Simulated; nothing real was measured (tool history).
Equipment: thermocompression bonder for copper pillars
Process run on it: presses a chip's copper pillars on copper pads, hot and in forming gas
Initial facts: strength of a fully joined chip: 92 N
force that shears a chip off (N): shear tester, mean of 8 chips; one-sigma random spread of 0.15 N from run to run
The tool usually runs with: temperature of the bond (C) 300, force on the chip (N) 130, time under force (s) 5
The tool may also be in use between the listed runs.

run,day,temperature of the bond (C),force on the chip (N),time under force (s),force that shears a chip off (N)
1,0,300,130,5,40.3
2,0.217,300,130,5,40.4
3,0.483,300,130,5,40.4
4,0.7,300,130,5,40.2
5,1.029,286,130,5,35.7
6,1.375,286,130,5,35.8
7,1.683,286,130,8,42.5
8,2.079,300,130,5,40.7
9,2.512,300,130,5,40.4
10,2.904,310,130,5,44
11,3.288,310,130,7,49.7
12,3.558,310,130,7,49.7
13,3.754,300,130,5,40.8
14,4.138,300,130,4,37.5
15,4.388,300,142,5,43.7
16,4.746,300,130,13,56.6
17,5.042,321,130,5,48.4
18,5.392,321,130,5,48.1
19,5.821,321,130,5,48.6
20,6.133,321,130,5,48.1
21,6.354,304,130,5,42.6
22,6.571,304,130,11,55.5
23,6.892,304,130,11,55.4
24,7.088,275,142,4,32.1
25,7.3,275,142,4,31.8
# day 7.471: gauge calibrated
26,7.567,312,130,8,52
27,8,292,126,3,30.2
28,8.421,292,126,3,29.8
29,8.838,292,179,6,51.1
30,9.171,300,130,4,37.3
31,9.546,320,111,3,35
32,9.788,320,111,3,34.9

Predict the results of run 33:
33,10.192,280,188,3,?

{"run 33": {"force that shears a chip off (N)": 37.2}}
On a tool with no hidden condition, and with the same random variation, this run would have come out at force that shears a chip off (N) 36.9.

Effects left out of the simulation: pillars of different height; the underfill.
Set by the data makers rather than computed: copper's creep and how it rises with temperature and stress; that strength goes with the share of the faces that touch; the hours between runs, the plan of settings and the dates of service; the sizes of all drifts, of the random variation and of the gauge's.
